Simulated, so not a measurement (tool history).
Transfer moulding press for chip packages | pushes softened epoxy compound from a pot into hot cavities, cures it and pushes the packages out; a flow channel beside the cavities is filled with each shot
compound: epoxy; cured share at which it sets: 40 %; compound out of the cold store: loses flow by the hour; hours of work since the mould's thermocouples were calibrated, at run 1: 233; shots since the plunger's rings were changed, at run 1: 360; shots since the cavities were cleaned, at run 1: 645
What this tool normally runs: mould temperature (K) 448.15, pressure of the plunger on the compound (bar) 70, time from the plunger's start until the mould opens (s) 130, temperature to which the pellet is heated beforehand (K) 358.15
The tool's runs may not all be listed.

run,hour,mould temperature (K),pressure of the plunger on the compound (bar),time from the plunger's start until the mould opens (s),temperature to which the pellet is heated beforehand (K),hours of work since the mould's thermocouples were calibrated,shots since the plunger's rings were changed,shots since the cavities were cleaned,incoming compound's hours out of the cold store,length that the compound runs in the flow channel (mm),greatest force on the pins that push the packages out (N)
1,0,448.15,70,130,358.15,233,360,645,27.2,723,892
2,61.1,448.15,70,130,358.15,264,799,1084,14.8,740,940
# hour 73.5: cavities cleaned with cleaning compound and waxed
3,140.4,448.15,70,112,358.15,305,1357,480,11.1,747,993
# hour 166.8: mould's thermocouples calibrated
4,225.2,448.15,70,112,358.15,30,1952,1075,38.8,676,985
# hour 241.7: cavities cleaned with cleaning compound and waxed
5,293.9,448.15,70,112,358.15,65,2434,374,25.5,709,894
6,374.1,448.15,69.9,112,358.15,107,3010,950,43.6,676,1038
# hour 404.5: cavities cleaned with cleaning compound and waxed
7,443.8,448.15,69.9,112,358.15,142,3499,282,28.6,696,861
8,505.5,448.15,69.9,112,358.15,174,3942,725,14.5,707,1041
# hour 571.5: cavities cleaned with cleaning compound and waxed
9,596,448.15,69.9,137,358.15,220,4581,176,17,706,677
10,672,448.15,70,130,362.15,260,5127,722,44.9,652,879
11,719.8,448.15,70,130,362.15,284,5470,1065,46.8,643,920
# hour 734.3: cavities cleaned with cleaning compound and waxed
# hour 778.8: plunger's sealing rings changed
12,778.8,448.15,70,153,358.15,313,0,301,8.7,766,736
# hour 793: mould's thermocouples calibrated
13,869.4,448.15,70,153,358.15,40,636,937,24.2,725,817
# hour 902.4: cavities cleaned with cleaning compound and waxed
14,956.9,448.15,70,153,358.15,84,1253,391,27,712,758
15,1022.4,449.15,70,153,365.15,118,1723,861,37.3,683,840
# hour 1065.7: cavities cleaned with cleaning compound and waxed
16,1111.8,449.15,67.7,168,365.15,164,2354,331,34.9,679,709
17,1167.8,450.15,70,130,364.15,193,2757,734,46,664,851
# hour 1233.7: cavities cleaned with cleaning compound and waxed
18,1263.9,450.15,70,130,364.15,242,3436,217,13,719,693
19,1352.2,450.15,70,130,364.15,288,4070,851,46.2,653,853
# hour 1402.5: cavities cleaned with cleaning compound and waxed
20,1406.4,455.15,73.1,135,349.15,315,4448,28,21.8,695,500

4 ways to go on from here, each from the tool as it stands after run 20. What would each give?
# hour 1413.5: mould's thermocouples calibrated
A,1498,455.15,75.6,135,349.15,44,5091,671,30.4,?,?
# hour 1413.5: mould's thermocouples calibrated
B,1498,450.15,73.1,123,365.15,44,5091,671,36,?,?
# hour 1413.5: mould's thermocouples calibrated
C,1498,455.15,55.3,135,352.15,44,5091,671,24.8,?,?
# hour 1413.5: mould's thermocouples calibrated
D,1498,451.15,73.1,135,349.15,44,5091,671,9.2,?,?

run,length that the compound runs in the flow channel (mm),greatest force on the pins that push the packages out (N)
A,684,820
B,679,866
C,586,776
D,721,831
Had the tool no hidden state, the same runs would have come out as:
run,length that the compound runs in the flow channel (mm),greatest force on the pins that push the packages out (N)
A,724,457
B,719,476
C,620,429
D,763,457
